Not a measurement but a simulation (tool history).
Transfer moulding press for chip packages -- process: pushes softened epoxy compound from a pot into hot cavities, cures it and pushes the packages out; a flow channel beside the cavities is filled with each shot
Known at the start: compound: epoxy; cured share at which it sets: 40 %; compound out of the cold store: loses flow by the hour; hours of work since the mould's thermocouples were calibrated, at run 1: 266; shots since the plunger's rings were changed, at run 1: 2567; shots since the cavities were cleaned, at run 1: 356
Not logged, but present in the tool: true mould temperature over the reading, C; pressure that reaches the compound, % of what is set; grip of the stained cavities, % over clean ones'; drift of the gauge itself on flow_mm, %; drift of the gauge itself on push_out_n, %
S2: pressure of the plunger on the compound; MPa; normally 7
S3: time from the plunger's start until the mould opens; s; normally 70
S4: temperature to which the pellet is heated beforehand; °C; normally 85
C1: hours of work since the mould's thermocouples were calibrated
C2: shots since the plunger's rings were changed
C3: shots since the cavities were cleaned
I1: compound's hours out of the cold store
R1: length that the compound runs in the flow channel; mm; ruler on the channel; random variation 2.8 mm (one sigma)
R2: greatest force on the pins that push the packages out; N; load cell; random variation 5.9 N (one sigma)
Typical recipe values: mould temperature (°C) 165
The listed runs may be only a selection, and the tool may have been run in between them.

run 1 hour=0 | mould_temperature_(°C)=165 S2=7 S3=70 S4=85 | C1=266 C2=2567 C3=356 | I1=44.4 | R1=859 R2=214
-- hour=21.5 plunger's sealing rings changed
run 2 hour=36.4 | mould_temperature_(°C)=170 S2=7 S3=70 S4=85 | C1=287 C2=238 C3=895 | I1=46.3 | R1=840 R2=187
-- hour=45.4 cavities cleaned with cleaning compound and waxed
run 3 hour=101.4 | mould_temperature_(°C)=170 S2=7 S3=70 S4=85 | C1=327 C2=1245 C3=889 | I1=29.1 | R1=877 R2=182
-- hour=112.1 cavities cleaned with cleaning compound and waxed
run 4 hour=150.8 | mould_temperature_(°C)=165 S2=7 S3=70 S4=81 | C1=357 C2=2005 C3=614 | I1=22.1 | R1=906 R2=222
-- hour=179.6 cavities cleaned with cleaning compound and waxed
run 5 hour=197.7 | mould_temperature_(°C)=165 S2=7 S3=70 S4=85 | C1=386 C2=2727 C3=287 | I1=37.4 | R1=880 R2=212
-- hour=209.1 plunger's sealing rings changed
-- hour=246.7 cavities cleaned with cleaning compound and waxed
run 6 hour=255.4 | mould_temperature_(°C)=165 S2=7 S3=70 S4=85 | C1=419 C2=712 C3=138 | I1=31.1 | R1=894 R2=222
-- hour=314.6 cavities cleaned with cleaning compound and waxed
run 7 hour=324.9 | mould_temperature_(°C)=165 S2=7 S3=70 S4=85 | C1=462 C2=1792 C3=164 | I1=26.7 | R1=894 R2=213
-- hour=380.7 cavities cleaned with cleaning compound and waxed
run 8 hour=380.7 | mould_temperature_(°C)=165 S2=7 S3=70 S4=85 | C1=496 C2=2654 C3=0 | I1=33.6 | R1=886 R2=225
-- hour=394.1 plunger's sealing rings changed
run 9 hour=438.6 | mould_temperature_(°C)=165 S2=7 S3=70 S4=85 | C1=531 C2=706 C3=879 | I1=28.2 | R1=897 R2=213
-- hour=449.3 cavities cleaned with cleaning compound and waxed
run 10 hour=470.7 | mould_temperature_(°C)=165 S2=7 S3=70 S4=85 | C1=550 C2=1193 C3=340 | I1=9.5 | R1=938 R2=224
run 11 hour=505.1 | mould_temperature_(°C)=165 S2=7 S3=70 S4=85 | C1=571 C2=1739 C3=886 | I1=13.5 | R1=927 R2=220
-- hour=513.1 cavities cleaned with cleaning compound and waxed
run 12 hour=559.5 | mould_temperature_(°C)=165 S2=7 S3=70 S4=85 | C1=605 C2=2579 C3=737 | I1=35.9 | R1=876 R2=210
-- hour=580.4 plunger's sealing rings changed
-- hour=581.9 cavities cleaned with cleaning compound and waxed
run 13 hour=629.2 | mould_temperature_(°C)=165 S2=7 S3=85 S4=85 | C1=646 C2=751 C3=751 | I1=31.8 | R1=887 R2=181
-- hour=648.9 cavities cleaned with cleaning compound and waxed
run 14 hour=682.6 | mould_temperature_(°C)=158 S2=6.09 S3=70 S4=89 | C1=678 C2=1577 C3=537 | I1=20.7 | R1=876 R2=354
-- hour=712.4 cavities cleaned with cleaning compound and waxed
run 15 hour=713 | mould_temperature_(°C)=165 S2=6.43 S3=70 S4=77 | C1=696 C2=2035 C3=10 | I1=8.1 | R1=903 R2=243
run 16 hour=746.6 | mould_temperature_(°C)=165 S2=6.43 S3=70 S4=77 | C1=718 C2=2569 C3=544 | I1=38 | R1=835 R2=209
-- hour=755 mould's thermocouples calibrated
-- hour=768.9 plunger's sealing rings changed
-- hour=784.8 cavities cleaned with cleaning compound and waxed
run 17 hour=804.6 | mould_temperature_(°C)=161 S2=7.05 S3=70 S4=92 | C1=29 C2=544 C3=315 | I1=45.9 | R1=872 R2=268
-- hour=851.5 cavities cleaned with cleaning compound and waxed
run 18 hour=867.1 | mould_temperature_(°C)=161 S2=7.05 S3=70 S4=92 | C1=67 C2=1512 C3=248 | I1=9.9 | R1=954 R2=271
run 19 hour=899.3 | mould_temperature_(°C)=170 S2=7.05 S3=70 S4=88 | C1=87 C2=2023 C3=759 | I1=27.1 | R1=884 R2=186
-- hour=916.6 cavities cleaned with cleaning compound and waxed
-- hour=956.7 plunger's sealing rings changed
run 20 hour=960.7 | mould_temperature_(°C)=165 S2=7 S3=64 S4=85 | C1=123 C2=64 C3=661 | I1=45.4 | R1=858 R2=253
-- hour=982.6 cavities cleaned with cleaning compound and waxed
run 21 hour=991.2 | mould_temperature_(°C)=159 S2=7 S3=70 S4=85 | C1=141 C2=525 C3=137 | I1=42.1 | R1=885 R2=328
run 22 hour=1029.3 | mould_temperature_(°C)=158 S2=7 S3=95 S4=85 | C1=165 C2=1129 C3=741 | I1=39.8 | R1=898 R2=203
-- hour=1046.1 cavities cleaned with cleaning compound and waxed
run 23 hour=1062.9 | mould_temperature_(°C)=164 S2=5.89 S3=59 S4=85 | C1=185 C2=1640 C3=267 | I1=9.1 | R1=868 R2=377
-- hour=1111.4 cavities cleaned with cleaning compound and waxed
run 24 hour=1125.2 | mould_temperature_(°C)=160 S2=5.4 S3=75 S4=95 | C1=223 C2=2604 C3=219 | I1=39 | R1=776 R2=254
-- hour=1146.6 plunger's sealing rings changed
-- hour=1181.3 cavities cleaned with cleaning compound and waxed
run 25 hour=1197.7 | mould_temperature_(°C)=171 S2=7 S3=61 S4=85 | C1=266 C2=787 C3=260 | I1=42.4 | R1=846 R2=199

Here are 5 independent what-if runs from the current tool condition. What would each one return?
run A hour=1227.4 | mould_temperature_(°C)=167 S2=7 S3=70 S4=83 | C1=285 C2=1258 C3=731 | I1=34.2 | R1=? R2=?
run B hour=1227.4 | mould_temperature_(°C)=165 S2=6.19 S3=70 S4=85 | C1=285 C2=1258 C3=731 | I1=46.2 | R1=? R2=?
run C hour=1227.4 | mould_temperature_(°C)=164 S2=7.67 S3=70 S4=85 | C1=285 C2=1258 C3=731 | I1=41 | R1=? R2=?
run D hour=1227.4 | mould_temperature_(°C)=165 S2=7 S3=55 S4=79 | C1=285 C2=1258 C3=731 | I1=23.9 | R1=? R2=?
run E hour=1227.4 | mould_temperature_(°C)=165 S2=5.72 S3=95 S4=95 | C1=285 C2=1258 C3=731 | I1=12.8 | R1=? R2=?

run=A R1=871 R2=206
run=B R1=803 R2=210
run=C R1=909 R2=229
run=D R1=905 R2=398
run=E R1=839 R2=174
What these runs would have given with no unlogged condition in the tool:
run=A R1=871 R2=204
run=B R1=803 R2=209
run=C R1=909 R2=228
run=D R1=905 R2=395
run=E R1=839 R2=173

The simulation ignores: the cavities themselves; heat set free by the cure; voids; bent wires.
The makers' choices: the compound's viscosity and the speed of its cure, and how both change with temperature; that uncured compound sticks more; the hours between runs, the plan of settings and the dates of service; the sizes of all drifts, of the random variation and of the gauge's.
